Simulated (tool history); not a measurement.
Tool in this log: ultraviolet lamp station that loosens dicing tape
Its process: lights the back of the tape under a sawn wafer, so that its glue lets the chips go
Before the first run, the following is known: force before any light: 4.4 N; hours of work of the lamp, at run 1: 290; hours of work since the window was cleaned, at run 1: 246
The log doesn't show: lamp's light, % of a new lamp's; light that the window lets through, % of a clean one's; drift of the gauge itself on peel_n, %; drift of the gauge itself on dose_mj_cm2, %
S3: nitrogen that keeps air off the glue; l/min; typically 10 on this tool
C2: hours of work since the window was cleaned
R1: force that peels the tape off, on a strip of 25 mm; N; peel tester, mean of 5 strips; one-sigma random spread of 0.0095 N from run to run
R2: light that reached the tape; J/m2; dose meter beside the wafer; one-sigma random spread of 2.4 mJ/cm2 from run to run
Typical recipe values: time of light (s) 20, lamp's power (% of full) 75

run 1 hour=0 | time_of_light_(s)=20 lamp's_power_(%_of_full)=75 S3=10 | hours_of_work_of_the_lamp=290 C2=246 | R1=0.636 R2=2090
run 2 hour=36.2 | time_of_light_(s)=20 lamp's_power_(%_of_full)=75 S3=10 | hours_of_work_of_the_lamp=317 C2=272 | R1=0.632 R2=2050
run 3 hour=66.7 | time_of_light_(s)=20 lamp's_power_(%_of_full)=75 S3=10 | hours_of_work_of_the_lamp=339 C2=295 | R1=0.671 R2=1970
run 4 hour=88.9 | time_of_light_(s)=20 lamp's_power_(%_of_full)=75 S3=10 | hours_of_work_of_the_lamp=356 C2=311 | R1=0.702 R2=2000
run 5 hour=120.7 | time_of_light_(s)=20 lamp's_power_(%_of_full)=75 S3=8 | hours_of_work_of_the_lamp=379 C2=335 | R1=0.814 R2=1910
run 6 hour=148.4 | time_of_light_(s)=20 lamp's_power_(%_of_full)=75 S3=8 | hours_of_work_of_the_lamp=400 C2=356 | R1=0.782 R2=1870
run 7 hour=178.6 | time_of_light_(s)=20 lamp's_power_(%_of_full)=75 S3=9 | hours_of_work_of_the_lamp=422 C2=378 | R1=0.806 R2=1850
run 8 hour=209.5 | time_of_light_(s)=20 lamp's_power_(%_of_full)=75 S3=10 | hours_of_work_of_the_lamp=445 C2=401 | R1=0.796 R2=1830
run 9 hour=241 | time_of_light_(s)=20 lamp's_power_(%_of_full)=75 S3=10 | hours_of_work_of_the_lamp=468 C2=424 | R1=0.78 R2=1820
run 10 hour=268 | time_of_light_(s)=20 lamp's_power_(%_of_full)=75 S3=10 | hours_of_work_of_the_lamp=488 C2=444 | R1=0.847 R2=1780
-- hour=299.1 window cleaned of glue's vapour
run 11 hour=303.6 | time_of_light_(s)=20 lamp's_power_(%_of_full)=69 S3=10 | hours_of_work_of_the_lamp=514 C2=3 | R1=1.007 R2=1530
run 12 hour=334.3 | time_of_light_(s)=20 lamp's_power_(%_of_full)=69 S3=10 | hours_of_work_of_the_lamp=537 C2=26 | R1=1.042 R2=1520
run 13 hour=353.5 | time_of_light_(s)=20 lamp's_power_(%_of_full)=75 S3=10 | hours_of_work_of_the_lamp=551 C2=40 | R1=0.963 R2=1620
run 14 hour=383.1 | time_of_light_(s)=20 lamp's_power_(%_of_full)=75 S3=10 | hours_of_work_of_the_lamp=573 C2=62 | R1=0.953 R2=1620
run 15 hour=419.3 | time_of_light_(s)=20 lamp's_power_(%_of_full)=83 S3=10 | hours_of_work_of_the_lamp=600 C2=89 | R1=0.87 R2=1750
run 16 hour=442.8 | time_of_light_(s)=23 lamp's_power_(%_of_full)=83 S3=10 | hours_of_work_of_the_lamp=617 C2=106 | R1=0.663 R2=1980
run 17 hour=479.6 | time_of_light_(s)=20 lamp's_power_(%_of_full)=89 S3=10 | hours_of_work_of_the_lamp=645 C2=134 | R1=0.832 R2=1770
run 18 hour=500.2 | time_of_light_(s)=22 lamp's_power_(%_of_full)=89 S3=10 | hours_of_work_of_the_lamp=660 C2=149 | R1=0.686 R2=1960
-- hour=536.7 window cleaned of glue's vapour, once more
run 19 hour=540.7 | time_of_light_(s)=20 lamp's_power_(%_of_full)=99 S3=10 | hours_of_work_of_the_lamp=689 C2=3 | R1=0.42 R2=2500
run 20 hour=559.6 | time_of_light_(s)=20 lamp's_power_(%_of_full)=99 S3=10 | hours_of_work_of_the_lamp=703 C2=17 | R1=0.44 R2=2530
run 21 hour=594.4 | time_of_light_(s)=20 lamp's_power_(%_of_full)=99 S3=10 | hours_of_work_of_the_lamp=729 C2=43 | R1=0.446 R2=2480
run 22 hour=619.8 | time_of_light_(s)=20 lamp's_power_(%_of_full)=91 S3=10 | hours_of_work_of_the_lamp=748 C2=62 | R1=0.571 R2=2220
run 23 hour=650.7 | time_of_light_(s)=20 lamp's_power_(%_of_full)=85 S3=10 | hours_of_work_of_the_lamp=771 C2=84 | R1=0.632 R2=2020
run 24 hour=668.9 | time_of_light_(s)=20 lamp's_power_(%_of_full)=85 S3=10 | hours_of_work_of_the_lamp=784 C2=98 | R1=0.642 R2=2000
run 25 hour=707.8 | time_of_light_(s)=27 lamp's_power_(%_of_full)=75 S3=5 | hours_of_work_of_the_lamp=813 C2=127 | R1=0.777 R2=2330
run 26 hour=738.6 | time_of_light_(s)=27 lamp's_power_(%_of_full)=82 S3=5 | hours_of_work_of_the_lamp=836 C2=150 | R1=0.687 R2=2540
run 27 hour=757.9 | time_of_light_(s)=27 lamp's_power_(%_of_full)=82 S3=5 | hours_of_work_of_the_lamp=850 C2=164 | R1=0.714 R2=2490
run 28 hour=782.7 | time_of_light_(s)=27 lamp's_power_(%_of_full)=82 S3=5 | hours_of_work_of_the_lamp=869 C2=182 | R1=0.746 R2=2460
run 29 hour=822.2 | time_of_light_(s)=27 lamp's_power_(%_of_full)=82 S3=5 | hours_of_work_of_the_lamp=898 C2=211 | R1=0.744 R2=2390
-- hour=856.9 lamp changed
run 30 hour=857.2 | time_of_light_(s)=11 lamp's_power_(%_of_full)=61 S3=8 | hours_of_work_of_the_lamp=0 C2=237 | R1=1.737 R2=1030
run 31 hour=892 | time_of_light_(s)=11 lamp's_power_(%_of_full)=61 S3=8 | hours_of_work_of_the_lamp=26 C2=262 | R1=1.794 R2=1010
run 32 hour=923.7 | time_of_light_(s)=11 lamp's_power_(%_of_full)=61 S3=8 | hours_of_work_of_the_lamp=49 C2=286 | R1=1.865 R2=1050
run 33 hour=951.9 | time_of_light_(s)=11 lamp's_power_(%_of_full)=61 S3=8 | hours_of_work_of_the_lamp=70 C2=307 | R1=1.802 R2=1040
run 34 hour=980.4 | time_of_light_(s)=11 lamp's_power_(%_of_full)=61 S3=8 | hours_of_work_of_the_lamp=91 C2=328 | R1=1.838 R2=970
run 35 hour=1010 | time_of_light_(s)=11 lamp's_power_(%_of_full)=81 S3=4 | hours_of_work_of_the_lamp=113 C2=350 | R1=1.873 R2=1280
run 36 hour=1044.9 | time_of_light_(s)=11 lamp's_power_(%_of_full)=81 S3=4 | hours_of_work_of_the_lamp=139 C2=376 | R1=1.791 R2=1280
run 37 hour=1065.6 | time_of_light_(s)=12 lamp's_power_(%_of_full)=70 S3=5 | hours_of_work_of_the_lamp=155 C2=391 | R1=1.861 R2=1200
run 38 hour=1104.6 | time_of_light_(s)=39 lamp's_power_(%_of_full)=60 S3=3 | hours_of_work_of_the_lamp=184 C2=420 | R1=0.661 R2=3270
run 39 hour=1133.2 | time_of_light_(s)=39 lamp's_power_(%_of_full)=60 S3=3 | hours_of_work_of_the_lamp=205 C2=441 | R1=0.677 R2=3130
run 40 hour=1152.7 | time_of_light_(s)=26 lamp's_power_(%_of_full)=82 S3=14 | hours_of_work_of_the_lamp=219 C2=456 | R1=0.252 R2=2920

Predict each of these 3 candidate next runs independently; none follows another, all start after run 40:
-- hour=1167.4 window cleaned of glue's vapour
run A hour=1175.5 | time_of_light_(s)=28 lamp's_power_(%_of_full)=80 S3=3 | hours_of_work_of_the_lamp=236 C2=6 | R1=? R2=?
-- hour=1167.4 window cleaned of glue's vapour
run B hour=1175.5 | time_of_light_(s)=18 lamp's_power_(%_of_full)=82 S3=5 | hours_of_work_of_the_lamp=236 C2=6 | R1=? R2=?
-- hour=1167.4 window cleaned of glue's vapour
run C hour=1175.5 | time_of_light_(s)=20 lamp's_power_(%_of_full)=83 S3=4 | hours_of_work_of_the_lamp=236 C2=6 | R1=? R2=?

run=A R1=0.542 R2=3520
run=B R1=0.789 R2=2360
run=C R1=0.761 R2=2580
Stripped of hidden state, with their random variation kept, the same runs would have yielded:
run=A R1=0.449 R2=3880
run=B R1=0.672 R2=2590
run=C R1=0.646 R2=2840

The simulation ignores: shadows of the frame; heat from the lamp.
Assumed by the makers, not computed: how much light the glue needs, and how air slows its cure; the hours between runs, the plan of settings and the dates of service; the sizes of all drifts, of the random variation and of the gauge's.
